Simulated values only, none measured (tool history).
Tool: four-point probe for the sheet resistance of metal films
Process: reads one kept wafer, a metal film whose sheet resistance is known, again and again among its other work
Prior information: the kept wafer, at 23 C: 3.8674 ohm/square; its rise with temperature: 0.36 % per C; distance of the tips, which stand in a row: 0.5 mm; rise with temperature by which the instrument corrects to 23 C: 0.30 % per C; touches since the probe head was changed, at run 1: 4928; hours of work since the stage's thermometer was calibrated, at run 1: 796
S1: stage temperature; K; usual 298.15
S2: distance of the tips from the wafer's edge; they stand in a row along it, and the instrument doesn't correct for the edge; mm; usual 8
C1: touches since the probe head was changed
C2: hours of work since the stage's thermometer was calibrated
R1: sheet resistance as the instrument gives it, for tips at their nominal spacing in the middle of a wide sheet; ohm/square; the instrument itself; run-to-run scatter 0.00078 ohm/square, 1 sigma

| run | day | S1 | S2 | C1 | C2 | R1 |
|---|---|---|---|---|---|---|
| 1 | 0 | 298.15 | 8 | 4928 | 796 | 3.890414 |
| 2 | 0.921 | 298.15 | 8 | 5261 | 810 | 3.890204 |
| 3 | 2.788 | 298.15 | 8 | 5935 | 838 | 3.890916 |
| 4 | 3.879 | 298.15 | 8 | 6329 | 854 | 3.889496 |
| 5 | 5.333 | 298.15 | 8 | 6854 | 876 | 3.892181 |
| 6 | 7.242 | 298.15 | 8 | 7544 | 904 | 3.892627 |
| 7 | 8.521 | 298.15 | 8 | 8005 | 923 | 3.891747 |
| 8 | 10.062 | 298.15 | 8 | 8562 | 946 | 3.893495 |
| 9 | 10.971 | 298.15 | 8 | 8891 | 960 | 3.893424 |
| 10 | 12.167 | 298.15 | 8 | 9322 | 978 | 3.891865 |
| 11 | 13.471 | 298.15 | 8 | 9793 | 997 | 3.891439 |
| 12 | 15.075 | 298.15 | 8 | 10372 | 1021 | 3.893141 |
|  | 15.196 | stage's thermometer calibrated |
| 13 | 15.942 | 298.15 | 8 | 10679 | 11 | 3.894053 |
| 14 | 17.771 | 306.15 | 8 | 11338 | 38 | 3.912684 |
| 15 | 18.662 | 306.15 | 8 | 11661 | 52 | 3.910599 |
| 16 | 20.371 | 306.15 | 8 | 12278 | 77 | 3.912771 |
| 17 | 21.596 | 297.15 | 49 | 12721 | 96 | 3.88585 |
| 18 | 23.529 | 297.15 | 49 | 13418 | 124 | 3.88465 |
| 19 | 25.267 | 297.15 | 49 | 14046 | 150 | 3.883953 |
|  | 26.088 | stage's thermometer calibrated, once more |
| 20 | 27.017 | 301.15 | 4 | 14671 | 14 | 3.922968 |
| 21 | 28.008 | 300.15 | 50 | 15029 | 29 | 3.886882 |
| 22 | 29.529 | 307.15 | 32 | 15577 | 51 | 3.903622 |
| 23 | 30.479 | 305.15 | 25 | 15921 | 66 | 3.899426 |
| 24 | 32.008 | 296.15 | 25 | 16473 | 88 | 3.879954 |
| 25 | 33.254 | 299.15 | 10 | 16923 | 107 | 3.890943 |
| 26 | 34.612 | 297.15 | 6 | 17414 | 127 | 3.89615 |
| 27 | 35.571 | 291.15 | 17 | 17760 | 142 | 3.870864 |
| 28 | 36.483 | 298.15 | 62 | 18090 | 155 | 3.886128 |
| 29 | 38.104 | 298.15 | 62 | 18676 | 179 | 3.886434 |
| 30 | 39.1 | 294.15 | 34 | 19034 | 194 | 3.877447 |

How would selected steps in R1 from run to run divide? Give the signed amount a tool lacking its hidden state would still show from settings, what came in and random variation, and the signed amount left for the hidden state, including any gauge scatter that is not in both of the compared results.
The hidden state here: inner tips' distance over the nominal, %; tips' flats over new ones', %; wafer's true temperature over the reading, C; drift of the gauge itself on sheet_ohm, %.
Run 5 -> 6: settings left as they were, no log entry in between. R1 +0.000446 ohm/square: hidden state +0.000368, all else +0.000078.
Run 12 -> 13: stage's thermometer calibrated. R1 +0.000912 ohm/square: hidden state +0.001297, all else -0.000385.
Run 16 -> 17: S1 306.15 -> 297.15, S2 8 -> 49. R1 -0.026921 ohm/square: hidden state +0.000324, all else -0.027245.
Run 19 -> 20: S1 297.15 -> 301.15, S2 49 -> 4, stage's thermometer calibrated, once more. R1 +0.039015 ohm/square: hidden state -0.00476, all else +0.043775.
Run 20 -> 21: S1 301.15 -> 300.15, S2 4 -> 50. R1 -0.036086 ohm/square: hidden state +0.000078, all else -0.036164.

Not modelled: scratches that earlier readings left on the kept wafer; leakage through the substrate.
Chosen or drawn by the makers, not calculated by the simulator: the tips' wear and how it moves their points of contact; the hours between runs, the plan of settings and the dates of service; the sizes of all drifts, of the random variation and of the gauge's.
